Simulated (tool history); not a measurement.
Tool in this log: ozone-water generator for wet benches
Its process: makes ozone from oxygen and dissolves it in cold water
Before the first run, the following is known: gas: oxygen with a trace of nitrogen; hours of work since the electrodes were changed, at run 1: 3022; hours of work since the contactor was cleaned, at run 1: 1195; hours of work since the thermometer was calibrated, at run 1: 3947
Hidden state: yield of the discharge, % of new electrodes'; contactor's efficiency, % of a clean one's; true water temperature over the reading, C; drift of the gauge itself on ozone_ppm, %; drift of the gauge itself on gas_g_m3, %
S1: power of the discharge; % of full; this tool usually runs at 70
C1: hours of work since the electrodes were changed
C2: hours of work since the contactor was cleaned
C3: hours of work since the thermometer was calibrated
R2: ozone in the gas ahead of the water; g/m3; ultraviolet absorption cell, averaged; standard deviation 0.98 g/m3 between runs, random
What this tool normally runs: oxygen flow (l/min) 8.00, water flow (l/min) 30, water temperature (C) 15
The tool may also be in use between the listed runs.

run 1 day=0.000 | S1=70 oxygen_flow_(l/min)=8.00 water_flow_(l/min)=30 water_temperature_(C)=15 | C1=3022 C2=1195 C3=3947 | dissolved_ozone_(ppm)=20.0 R2=160.6
run 2 day=4.738 | S1=77 oxygen_flow_(l/min)=8.00 water_flow_(l/min)=30 water_temperature_(C)=15 | C1=3098 C2=1271 C3=4024 | dissolved_ozone_(ppm)=21.5 R2=169.3
run 3 day=7.317 | S1=42 oxygen_flow_(l/min)=8.00 water_flow_(l/min)=30 water_temperature_(C)=15 | C1=3140 C2=1313 C3=4065 | dissolved_ozone_(ppm)=14.1 R2=111.2
run 4 day=12.446 | S1=42 oxygen_flow_(l/min)=8.00 water_flow_(l/min)=30 water_temperature_(C)=15 | C1=3222 C2=1396 C3=4148 | dissolved_ozone_(ppm)=14.0 R2=110.2
run 5 day=14.754 | S1=70 oxygen_flow_(l/min)=8.00 water_flow_(l/min)=45 water_temperature_(C)=15 | C1=3260 C2=1433 C3=4185 | dissolved_ozone_(ppm)=14.1 R2=159.3
run 6 day=19.388 | S1=70 oxygen_flow_(l/min)=8.00 water_flow_(l/min)=30 water_temperature_(C)=15 | C1=3334 C2=1508 C3=4260 | dissolved_ozone_(ppm)=20.2 R2=158.6
run 7 day=23.638 | S1=70 oxygen_flow_(l/min)=8.00 water_flow_(l/min)=30 water_temperature_(C)=15 | C1=3403 C2=1576 C3=4329 | dissolved_ozone_(ppm)=19.9 R2=158.5
run 8 day=28.521 | S1=70 oxygen_flow_(l/min)=8.00 water_flow_(l/min)=30 water_temperature_(C)=15 | C1=3482 C2=1655 C3=4407 | dissolved_ozone_(ppm)=19.7 R2=156.7
run 9 day=31.846 | S1=70 oxygen_flow_(l/min)=8.00 water_flow_(l/min)=30 water_temperature_(C)=15 | C1=3535 C2=1709 C3=4461 | dissolved_ozone_(ppm)=20.2 R2=157.2
run 10 day=35.379 | S1=70 oxygen_flow_(l/min)=8.00 water_flow_(l/min)=30 water_temperature_(C)=15 | C1=3592 C2=1766 C3=4518 | dissolved_ozone_(ppm)=19.7 R2=157.5
run 11 day=37.879 | S1=70 oxygen_flow_(l/min)=8.00 water_flow_(l/min)=30 water_temperature_(C)=15 | C1=3633 C2=1806 C3=4558 | dissolved_ozone_(ppm)=19.8 R2=157.9
run 12 day=40.467 | S1=70 oxygen_flow_(l/min)=8.00 water_flow_(l/min)=30 water_temperature_(C)=15 | C1=3674 C2=1848 C3=4600 | dissolved_ozone_(ppm)=19.9 R2=155.3
run 13 day=43.304 | S1=70 oxygen_flow_(l/min)=8.00 water_flow_(l/min)=30 water_temperature_(C)=15 | C1=3720 C2=1893 C3=4646 | dissolved_ozone_(ppm)=20.0 R2=156.4
run 14 day=45.542 | S1=70 oxygen_flow_(l/min)=8.00 water_flow_(l/min)=30 water_temperature_(C)=15 | C1=3756 C2=1930 C3=4682 | dissolved_ozone_(ppm)=20.0 R2=157.4
run 15 day=48.350 | S1=70 oxygen_flow_(l/min)=8.00 water_flow_(l/min)=30 water_temperature_(C)=15 | C1=3801 C2=1975 C3=4727 | dissolved_ozone_(ppm)=19.6 R2=155.4
run 16 day=53.492 | S1=58 oxygen_flow_(l/min)=8.00 water_flow_(l/min)=30 water_temperature_(C)=15 | C1=3884 C2=2058 C3=4810 | dissolved_ozone_(ppm)=17.2 R2=137.3
run 17 day=57.946 | S1=50 oxygen_flow_(l/min)=8.00 water_flow_(l/min)=30 water_temperature_(C)=15 | C1=3956 C2=2130 C3=4882 | dissolved_ozone_(ppm)=15.6 R2=123.0
run 18 day=62.421 | S1=48 oxygen_flow_(l/min)=5.92 water_flow_(l/min)=30 water_temperature_(C)=7 | C1=4028 C2=2202 C3=4954 | dissolved_ozone_(ppm)=16.8 R2=143.9
run 19 day=66.908 | S1=63 oxygen_flow_(l/min)=5.92 water_flow_(l/min)=19 water_temperature_(C)=7 | C1=4101 C2=2274 C3=5027 | dissolved_ozone_(ppm)=29.3 R2=172.8
-- day=67.829 water thermometer calibrated
run 20 day=70.854 | S1=63 oxygen_flow_(l/min)=5.92 water_flow_(l/min)=19 water_temperature_(C)=7 | C1=4164 C2=2338 C3=49 | dissolved_ozone_(ppm)=29.0 R2=173.5

What does the tool deliver on the next run?
run 21 day=73.988 | S1=70 oxygen_flow_(l/min)=9.04 water_flow_(l/min)=36 water_temperature_(C)=22 | C1=4215 C2=2388 C3=99 | dissolved_ozone_(ppm)=? R2=?

dissolved ozone (ppm): 15.5
R2: 143.4 g/m3
If the tool had no hidden condition, the same run with the same run-to-run variation would have returned dissolved ozone (ppm) 17.1, R2 156.7 g/m3.

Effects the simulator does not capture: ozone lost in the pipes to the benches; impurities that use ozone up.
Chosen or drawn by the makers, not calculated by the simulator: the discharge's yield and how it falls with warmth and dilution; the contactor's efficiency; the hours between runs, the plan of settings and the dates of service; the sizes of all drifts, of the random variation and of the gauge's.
